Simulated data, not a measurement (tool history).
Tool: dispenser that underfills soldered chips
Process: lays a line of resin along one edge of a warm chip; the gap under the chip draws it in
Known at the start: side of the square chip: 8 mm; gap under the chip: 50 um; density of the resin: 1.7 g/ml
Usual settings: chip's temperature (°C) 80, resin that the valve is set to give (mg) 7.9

run,hour,chip's temperature (°C),resin that the valve is set to give (mg),time until the resin shows at the far edge (s),resin that the valve gave (mg)
1,0,80,7.9,115.2,7.8
2,5.3,80,7.9,153,7.81
# hour 7.6: new syringe of resin
3,9.1,80,7.9,90.5,7.84
4,12.8,80,7.9,111.8,7.76
5,19.1,80,7.9,157.3,7.7
# hour 21.2: new syringe of resin
6,23.3,80,7.9,92.3,7.72
7,28.2,95,7.9,64.1,7.6
8,32,89,7.9,103.1,7.73
# hour 34.5: new syringe of resin
9,38,89,7.9,66.9,7.67
10,45.1,80,7.95,147.1,7.61
# hour 47.8: new syringe of resin
11,50.8,66,7.9,194,7.57
12,55.3,80,10.16,121.4,9.66
# hour 61.4: new syringe of resin
13,62.8,80,7.9,87.4,7.47
14,70.5,80,7.9,134.9,7.53
# hour 74.8: new syringe of resin
15,75.7,80,7.9,88.4,7.47
16,82.3,80,7.02,131.1,6.63
# hour 88.2: new syringe of resin
17,90.2,80,7.02,96.8,6.63
18,96.4,80,7.02,138.1,6.54
# hour 101.7: new syringe of resin
19,102.6,79,7.54,93.1,6.98
20,110.5,79,7.54,144.3,6.98
21,113.9,81,9.37,154.1,8.63
# hour 115.4: new syringe of resin
22,120.3,81,9.37,102.2,8.64
23,127.8,93,8.83,92.8,8.05
# hour 128.8: new syringe of resin
# hour 131.8: dispensing valve cleaned and set on the balance
24,133.8,93,8.83,58.7,8.85
25,138.1,74,7.8,179.8,7.83
# hour 143.1: new syringe of resin
26,145.2,80,10.08,93.2,10.05
27,150.3,91,7.79,77.3,7.75
# hour 156.4: new syringe of resin
28,156.4,69,7.62,143.9,7.57
29,162.9,69,7.62,205,7.5
# hour 170: new syringe of resin
30,170,69,7.62,141.5,7.48
31,175.4,78,10.03,122.8,9.83
32,181.7,78,10.03,169.6,9.79
# hour 183.2: new syringe of resin
33,186.7,82,9.26,90.2,9.03
34,193.8,74,7.51,203.1,7.32
# hour 197: new syringe of resin
35,199.6,74,7.51,131.4,7.23

4 ways to go on from here, each from the tool as it stands after run 35. What would each give?
A,205.5,86,8.36,?,?
B,205.5,80,7.2,?,?
C,205.5,95,7.9,?,?
D,205.5,84,8.21,?,?

run,time until the resin shows at the far edge (s),resin that the valve gave (mg)
A,100.2,8.08
B,137.1,6.95
C,68.2,7.6
D,107.9,7.88
Without the tool's hidden state the same runs would have given:
run,time until the resin shows at the far edge (s),resin that the valve gave (mg)
A,59.8,8.38
B,81.2,7.22
C,40.7,7.88
D,64.2,8.18

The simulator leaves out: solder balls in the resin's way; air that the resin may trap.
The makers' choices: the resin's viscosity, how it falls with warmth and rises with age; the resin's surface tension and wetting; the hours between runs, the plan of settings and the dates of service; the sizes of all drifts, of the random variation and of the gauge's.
